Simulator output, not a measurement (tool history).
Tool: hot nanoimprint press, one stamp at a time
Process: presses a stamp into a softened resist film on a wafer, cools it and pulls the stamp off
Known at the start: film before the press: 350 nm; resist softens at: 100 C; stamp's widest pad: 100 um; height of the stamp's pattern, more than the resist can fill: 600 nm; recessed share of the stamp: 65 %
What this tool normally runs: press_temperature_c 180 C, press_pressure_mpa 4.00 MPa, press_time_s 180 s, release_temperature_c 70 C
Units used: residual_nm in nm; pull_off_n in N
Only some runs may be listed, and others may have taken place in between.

run   hour  press_temperature_c  press_pressure_mpa  press_time_s  release_temperature_c  residual_nm  pull_off_n
  1    0.0                  180                4.00           180                     70        163.4         141
  2   35.5                  180                4.00           180                     70        162.6         141
  3   53.8                  180                4.00           180                     70        162.7         150
  4   79.9                  190                4.00           180                     70        119.6         154
      92.1  -- stamp cleaned and given a new release coat
     101.5  -- plate thermocouple calibrated
  5  110.2                  190                4.00           180                     70        123.7         100
  6  127.6                  190                4.00           180                     70        123.1         105
  7  146.2                  190                2.77           180                     70        148.7         109
  8  180.9                  190                2.77           180                     70        146.5         113
  9  201.9                  190                2.77           180                     70        147.5         111
 10  221.5                  190                2.77           180                     70        147.5         115
 11  238.7                  180                4.00           180                     70        171.0         117
     253.2  -- plate thermocouple calibrated, once more
 12  267.2                  180                4.15           159                     64        159.8         123
 13  295.1                  180                4.00           160                     55        165.0         141
 14  325.8                  185                3.76           160                     60        145.8         142
 15  348.5                  190                3.72           359                     56         89.9         145
 16  367.1                  190                3.72           359                     56         90.2         149
 17  388.8                  182                3.72           359                     76        116.4         119
 18  423.0                  180                4.40           240                     70        135.9         134
 19  446.3                  180                4.40           240                     70        136.9         142
 20  481.4                  184                4.40            98                     70        168.4         141
 21  514.8                  176                4.21           180                     66        177.9         155
 22  540.8                  176                4.21           180                     66        176.7         157

4 options for the next run, each taken on its own from the tool as it stands now. Forecast them:
     558.0  -- stamp cleaned and given a new release coat
  A  576.8                  173                3.15           180                     75            ?           ?
     558.0  -- stamp cleaned and given a new release coat
  B  576.8                  175                4.21           294                     75            ?           ?
     558.0  -- stamp cleaned and given a new release coat
  C  576.8                  180                3.27           180                     62            ?           ?
     558.0  -- stamp cleaned and given a new release coat
  D  576.8                  180                4.03           180                     70            ?           ?

run  residual_nm  pull_off_n
  A        217.3          92
  B        153.9          92
  C        177.1         112
  D        160.6         104
Without the tool's hidden state the same runs would have given:
run  residual_nm  pull_off_n
  A        209.4          89
  B        146.1          89
  C        169.7         108
  D        152.9         101
